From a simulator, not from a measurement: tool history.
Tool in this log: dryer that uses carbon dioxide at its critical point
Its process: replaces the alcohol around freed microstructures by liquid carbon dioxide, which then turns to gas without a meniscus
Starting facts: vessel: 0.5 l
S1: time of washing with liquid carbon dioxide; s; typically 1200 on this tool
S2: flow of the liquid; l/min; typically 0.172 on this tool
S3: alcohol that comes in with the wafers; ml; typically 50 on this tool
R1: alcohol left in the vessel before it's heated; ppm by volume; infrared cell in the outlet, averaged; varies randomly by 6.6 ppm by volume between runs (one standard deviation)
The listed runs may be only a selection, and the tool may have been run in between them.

Run 1, hour 0: usual settings. Result: R1 508 ppm by volume.
Run 2, hour 18.6: usual settings but S2 0.198 l/min. Result: R1 288 ppm by volume.
Run 3, hour 52.3: usual settings but S2 0.198 l/min. Result: R1 297 ppm by volume.
Run 4, hour 80.1: usual settings but S2 0.198 l/min. Result: R1 309 ppm by volume.
Run 5, hour 115.2: usual settings but S2 0.198 l/min. Result: R1 310 ppm by volume.
Run 6, hour 131.7: usual settings but S2 0.198 l/min. Result: R1 310 ppm by volume.
Run 7, hour 164.5: usual settings but S3 88 ml. Result: R1 883 ppm by volume.
Run 8, hour 192.8: usual settings but S2 0.109 l/min. Result: R1 3224 ppm by volume.
Run 9, hour 218.1: usual settings but S1 1620 s, S2 0.109 l/min. Result: R1 1043 ppm by volume.
Run 10, hour 233: usual settings. Result: R1 583 ppm by volume.
Run 11, hour 263: usual settings. Result: R1 604 ppm by volume.
Run 12, hour 279.6: usual settings but S1 1740 s. Result: R1 182 ppm by volume.
Run 13, hour 300.7: usual settings but S1 1740 s. Result: R1 180 ppm by volume.
At hour 306.9: inlet filter changed.
Run 14, hour 323.8: usual settings but S2 0.163 l/min. Result: R1 519 ppm by volume.
Run 15, hour 348.6: usual settings but S2 0.163 l/min. Result: R1 523 ppm by volume.
Run 16, hour 372.9: usual settings. Result: R1 446 ppm by volume.
Run 17, hour 401.1: usual settings but S2 0.274 l/min. Result: R1 153 ppm by volume.
Run 18, hour 427.9: usual settings but S2 0.274 l/min. Result: R1 151 ppm by volume.
Run 19, hour 457.5: usual settings but S1 1080 s, S2 0.274 l/min. Result: R1 176 ppm by volume.
Run 20, hour 473.5: usual settings but S2 0.251 l/min. Result: R1 176 ppm by volume.
Run 21, hour 505.4: usual settings but S2 0.251 l/min. Result: R1 175 ppm by volume.
Run 22, hour 535: usual settings but S2 0.23 l/min. Result: R1 204 ppm by volume.
Run 23, hour 554.5: usual settings but S2 0.23 l/min. Result: R1 205 ppm by volume.
Run 24, hour 573: usual settings but S2 0.23 l/min. Result: R1 211 ppm by volume.
Run 25, hour 603.5: usual settings but S1 1020 s, S2 0.23 l/min, S3 61 ml. Result: R1 371 ppm by volume.
Run 26, hour 640.5: usual settings but S1 1140 s, S2 0.26 l/min, S3 96 ml. Result: R1 228 ppm by volume.
Run 27, hour 673.5: usual settings but S1 1860 s, S3 102 ml. Result: R1 201 ppm by volume.
Run 28, hour 704.6: usual settings but S1 1860 s, S3 102 ml. Result: R1 211 ppm by volume.
Run 29, hour 741.1: usual settings but S2 0.261 l/min. Result: R1 200 ppm by volume.
Run 30, hour 766.2: usual settings but S1 1440 s, S2 0.214 l/min, S3 57 ml. Result: R1 206 ppm by volume.
Run 31, hour 802.5: usual settings but S1 1440 s, S2 0.214 l/min, S3 57 ml. Result: R1 214 ppm by volume.
Run 32, hour 832.6: usual settings but S2 0.197 l/min, S3 96 ml. Result: R1 530 ppm by volume.
Run 33, hour 853: usual settings but S1 900 s, S2 0.153 l/min, S3 96 ml. Result: R1 5023 ppm by volume.
Run 34, hour 880.5: usual settings but S1 900 s, S2 0.167 l/min, S3 42 ml. Result: R1 1727 ppm by volume.
Run 35, hour 914.5: usual settings but S1 1680 s, S2 0.168 l/min, S3 61 ml. Result: R1 272 ppm by volume.
Run 36, hour 931.7: usual settings but S1 1020 s, S2 0.264 l/min, S3 102 ml. Result: R1 376 ppm by volume.
Run 37, hour 946.8: usual settings but S1 1020 s, S2 0.264 l/min, S3 102 ml. Result: R1 368 ppm by volume.
Run 38, hour 983.6: usual settings but S1 1140 s, S2 0.238 l/min, S3 29 ml. Result: R1 250 ppm by volume.
Run 39, hour 1002.9: usual settings but S1 1140 s, S2 0.283 l/min, S3 23 ml. Result: R1 222 ppm by volume.
Run 40, hour 1027.8: usual settings but S1 1140 s, S2 0.283 l/min, S3 23 ml. Result: R1 221 ppm by volume.
Run 41, hour 1043.5: usual settings but S3 70 ml. Result: R1 835 ppm by volume.
Run 42, hour 1077.3: usual settings but S1 1860 s, S2 0.135 l/min. Result: R1 345 ppm by volume.
Run 43, hour 1107.3: usual settings but S1 1860 s, S2 0.135 l/min. Result: R1 353 ppm by volume.
Run 44, hour 1135.4: usual settings but S1 1860 s, S2 0.135 l/min. Result: R1 353 ppm by volume.
Run 45, hour 1160.6: usual settings but S1 1860 s, S2 0.135 l/min. Result: R1 356 ppm by volume.
At hour 1178.6: inlet filter changed.
Run 46, hour 1192.6: usual settings but S1 1860 s, S2 0.135 l/min. Result: R1 302 ppm by volume.
Run 47, hour 1216.7: usual settings but S1 1860 s, S2 0.135 l/min. Result: R1 304 ppm by volume.

Measured result minus the same run's result without the hidden state. Both carry the same run-to-run variation, though not necessarily the same gauge scatter:
Hidden state at play: flow that reaches the vessel past the clogged filter, %; alcohol in the recycled carbon dioxide, ppm; drift of the gauge itself on alcohol_ppm, %.
run     R1
  1   +216
  2   +163
  3   +171
  4   +176
  5   +180
  6   +188
  7   +385
  8   +912
  9   +430
 10   +300
 11   +313
 12   +148
 13   +151
 14   +138
 15   +142
 16   +148
 17   +143
 18   +144
 19   +144
 20   +148
 21   +149
 22   +161
 23   +160
 24   +164
 25   +199
 26   +179
 27   +177
 28   +180
 29   +180
 30   +184
 31   +190
 32   +283
 33  +1131
 34   +526
 35   +219
 36   +256
 37   +256
 38   +219
 39   +206
 40   +207
 41   +424
 42   +263
 43   +267
 44   +268
 45   +278
 46   +219
 47   +222

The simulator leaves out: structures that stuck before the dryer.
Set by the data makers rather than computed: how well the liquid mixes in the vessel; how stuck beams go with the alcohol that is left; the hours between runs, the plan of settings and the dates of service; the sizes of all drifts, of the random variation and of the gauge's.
